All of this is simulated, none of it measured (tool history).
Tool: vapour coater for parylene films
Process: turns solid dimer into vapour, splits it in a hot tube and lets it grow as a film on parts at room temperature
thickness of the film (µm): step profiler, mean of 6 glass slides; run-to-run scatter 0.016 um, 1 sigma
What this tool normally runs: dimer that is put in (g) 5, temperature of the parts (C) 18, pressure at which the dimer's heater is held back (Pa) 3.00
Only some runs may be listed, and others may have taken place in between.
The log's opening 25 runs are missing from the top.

run   hour  dimer that is put in (g)  temperature of the parts (C)  pressure at which the dimer's heater is held back (Pa)  thickness of the film (µm)
     506.0  -- trap's valve overhauled
 26  514.2                         2                            18                                                    8.67                        1.28
 27  537.2                         7                            11                                                    2.62                        6.60
 28  556.7                         4                            18                                                    5.46                        2.67
 29  579.0                         4                            16                                                    5.46                        2.88
 30  607.3                         4                            16                                                    5.46                        2.88
 31  624.0                         4                            12                                                    3.00                        3.54
 32  642.2                         5                            25                                                    3.00                        2.70
 33  664.6                         4                            28                                                    7.19                        1.77
 34  680.6                         4                            13                                                    7.19                        3.14
 35  702.8                         4                            13                                                    7.19                        3.15
 36  723.0                         4                            13                                                    7.19                        3.11

3 options for the next run, each taken on its own from the tool as it stands now. Forecast them:
  A  742.7                         2                            16                                                    3.00                           ?
  B  742.7                         6                            18                                                    6.20                           ?
  C  742.7                         4                            19                                                    3.58                           ?

run  thickness of the film (µm)
  A                        1.51
  B                        3.89
  C                        2.66
The same runs, with their run-to-run variation unchanged, on a tool lacking any hidden condition would have given:
run  thickness of the film (µm)
  A                        1.57
  B                        4.03
  C                        2.75

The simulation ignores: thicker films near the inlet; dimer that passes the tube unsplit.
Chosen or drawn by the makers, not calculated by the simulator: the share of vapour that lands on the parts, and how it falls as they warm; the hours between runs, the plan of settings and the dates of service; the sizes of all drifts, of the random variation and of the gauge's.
